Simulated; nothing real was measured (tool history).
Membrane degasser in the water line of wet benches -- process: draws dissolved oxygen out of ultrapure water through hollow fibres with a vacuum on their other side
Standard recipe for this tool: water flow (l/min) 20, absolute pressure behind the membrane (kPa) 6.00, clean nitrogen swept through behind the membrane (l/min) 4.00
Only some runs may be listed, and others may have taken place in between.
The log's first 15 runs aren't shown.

run,hour,water flow (l/min),absolute pressure behind the membrane (kPa),clean nitrogen swept through behind the membrane (l/min),hours since the membrane was changed,hours since the vacuum gauge was calibrated,hours since the vacuum lines were made tight,dissolved oxygen in the water behind the degasser (ppb),pressure that the water loses in the fibres (kPa)
16,2970.4,20,5.12,4.00,7463,2243,5036,137.2,57.93
17,3115.5,20,5.12,4.00,7608,2388,5181,139.9,58.42
18,3365.4,20,5.12,4.00,7858,2638,5431,135.2,58.40
19,3606.5,20,5.12,4.00,8099,2879,5672,141.1,58.33
20,3753.0,20,5.12,4.00,8245,3026,5819,141.4,58.71
21,3965.5,20,11.75,7.49,8458,3238,6031,171.1,58.96
22,4190.1,20,14.43,6.99,8682,3463,6256,193.7,59.04
23,4406.0,20,14.43,6.99,8898,3679,6472,198.1,58.92
24,4541.6,14,6.00,6.83,9034,3815,6607,48.3,41.55
25,4671.7,17,10.76,7.64,9164,3945,6737,112.4,50.12
# hour 4732.7: vacuum gauge calibrated
26,4870.3,17,10.76,7.64,9362,138,6935,112.3,50.57
# hour 4894.5: seals of the vacuum lines changed
27,5036.2,20,5.61,4.00,9526,301,142,150.6,59.44
28,5265.2,28,4.47,5.64,9755,531,371,329.0,82.98
29,5427.6,28,4.47,5.64,9917,693,533,337.3,83.40
30,5618.8,27,12.12,4.00,10109,884,724,422.5,80.47
31,5783.5,24,4.02,2.16,10273,1049,889,239.4,71.71

Each row is a separate what-if for the run after 31, all from the same tool condition, not one after another. Results?
A,6020.7,25,5.49,4.00,10511,1286,1126,?,?
B,6020.7,20,8.13,1.98,10511,1286,1126,?,?
C,6020.7,24,11.87,2.16,10511,1286,1126,?,?
D,6020.7,27,4.04,2.16,10511,1286,1126,?,?

run,dissolved oxygen in the water behind the degasser (ppb),pressure that the water loses in the fibres (kPa)
A,276.8,75.39
B,245.0,60.67
C,436.8,72.28
D,320.8,81.13
What these runs would have given with no unlogged condition in the tool:
run,dissolved oxygen in the water behind the degasser (ppb),pressure that the water loses in the fibres (kPa)
A,197.3,67.90
B,195.5,54.65
C,363.8,65.10
D,227.4,73.07
